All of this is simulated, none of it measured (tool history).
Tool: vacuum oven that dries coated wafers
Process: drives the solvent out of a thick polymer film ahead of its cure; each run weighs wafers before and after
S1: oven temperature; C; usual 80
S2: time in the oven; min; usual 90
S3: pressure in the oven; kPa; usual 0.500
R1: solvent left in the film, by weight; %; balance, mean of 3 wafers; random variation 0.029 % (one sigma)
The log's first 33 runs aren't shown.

Run 34, day 52.358: usual settings but S1 67 C, S2 80 min, S3 1.040 kPa. Result: R1 9.08 %.
Run 35, day 53.954: usual settings but S1 94 C, S2 48 min, S3 0.670 kPa. Result: R1 1.61 %.
Run 36, day 55.108: usual settings but S2 101 min, S3 0.423 kPa. Result: R1 2.06 %.
Run 37, day 56.833: usual settings but S1 70 C, S2 84 min. Result: R1 6.66 %.
Run 38, day 58.021: usual settings but S1 70 C, S2 62 min. Result: R1 8.73 %.
Run 39, day 59.917: usual settings but S1 70 C, S2 78 min, S3 0.781 kPa. Result: R1 7.48 %.
Run 40, day 61.329: usual settings but S1 70 C, S2 78 min, S3 0.781 kPa. Result: R1 7.47 %.
Run 41, day 63.192: usual settings but S1 70 C, S2 78 min, S3 0.781 kPa. Result: R1 7.42 %.
Run 42, day 64.504: usual settings but S1 70 C, S2 78 min, S3 0.781 kPa. Result: R1 7.42 %.
Run 43, day 65.658: usual settings but S1 65 C, S2 114 min, S3 0.849 kPa. Result: R1 7.49 %.
Run 44, day 67.350: usual settings but S1 92 C, S2 137 min, S3 0.707 kPa. Result: R1 0.75 %.
Run 45, day 68.600: usual settings but S1 88 C, S3 1.868 kPa. Result: R1 2.01 %.
Run 46, day 70.454: usual settings but S1 88 C, S3 1.868 kPa. Result: R1 2.03 %.

Forecast each of these 4 alternatives for the next run:
Run A, day 71.904: usual settings but S1 88 C, S2 106 min, S3 1.448 kPa. Result: R1 ?.
Run B, day 71.904: usual settings but S1 79 C, S2 79 min, S3 1.199 kPa. Result: R1 ?.
Run C, day 71.904: usual settings but S1 81 C, S2 123 min, S3 1.174 kPa. Result: R1 ?.
Run D, day 71.904: usual settings but S1 66 C, S2 105 min, S3 0.881 kPa. Result: R1 ?.

run    R1
  A  1.46
  B  3.89
  C  2.07
  D  7.60
Without the tool's hidden state the same runs would have given:
run    R1
  A  1.12
  B  3.67
  C  1.66
  D  7.26
